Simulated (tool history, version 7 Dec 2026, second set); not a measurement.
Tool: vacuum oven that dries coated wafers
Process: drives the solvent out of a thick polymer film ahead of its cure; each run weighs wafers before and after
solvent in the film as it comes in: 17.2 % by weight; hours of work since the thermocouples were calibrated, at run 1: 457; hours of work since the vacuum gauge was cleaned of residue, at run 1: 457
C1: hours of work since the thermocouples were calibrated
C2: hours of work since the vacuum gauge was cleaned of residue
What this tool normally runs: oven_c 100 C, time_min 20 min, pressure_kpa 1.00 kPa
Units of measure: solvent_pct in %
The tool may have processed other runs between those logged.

{"run": 1, "day": 0.0, "oven_c": 100, "time_min": 20, "pressure_kpa": 1.0, "C1": 457, "C2": 457, "solvent_pct": 1.66}
{"run": 2, "day": 0.583, "oven_c": 100, "time_min": 16, "pressure_kpa": 1.0, "C1": 466, "C2": 466, "solvent_pct": 2.24}
{"run": 3, "day": 1.288, "oven_c": 100, "time_min": 20, "pressure_kpa": 1.34, "C1": 476, "C2": 476, "solvent_pct": 2.09}
{"run": 4, "day": 1.908, "oven_c": 100, "time_min": 20, "pressure_kpa": 1.34, "C1": 486, "C2": 486, "solvent_pct": 2.1}
{"run": 5, "day": 2.438, "oven_c": 100, "time_min": 20, "pressure_kpa": 1.34, "C1": 494, "C2": 494, "solvent_pct": 2.08}
{"run": 6, "day": 2.983, "oven_c": 100, "time_min": 20, "pressure_kpa": 1.34, "C1": 502, "C2": 502, "solvent_pct": 2.04}
{"run": 7, "day": 3.817, "oven_c": 100, "time_min": 20, "pressure_kpa": 1.34, "C1": 515, "C2": 515, "solvent_pct": 2.04}
{"run": 8, "day": 4.296, "oven_c": 100, "time_min": 20, "pressure_kpa": 1.34, "C1": 522, "C2": 522, "solvent_pct": 1.98}
{"run": 9, "day": 5.267, "oven_c": 108, "time_min": 16, "pressure_kpa": 1.52, "C1": 537, "C2": 537, "solvent_pct": 1.69}
{"run": 10, "day": 6.271, "oven_c": 108, "time_min": 16, "pressure_kpa": 1.52, "C1": 552, "C2": 552, "solvent_pct": 1.79}

Forecast run 11:
{"run": 11, "day": 7.317, "oven_c": 108, "time_min": 14, "pressure_kpa": 1.03, "C1": 568, "C2": 568, "solvent_pct": "?"}

Run 11 produced solvent_pct 1.50 %.
With no hidden state in the tool, this same run would have given solvent_pct 1.36 %.
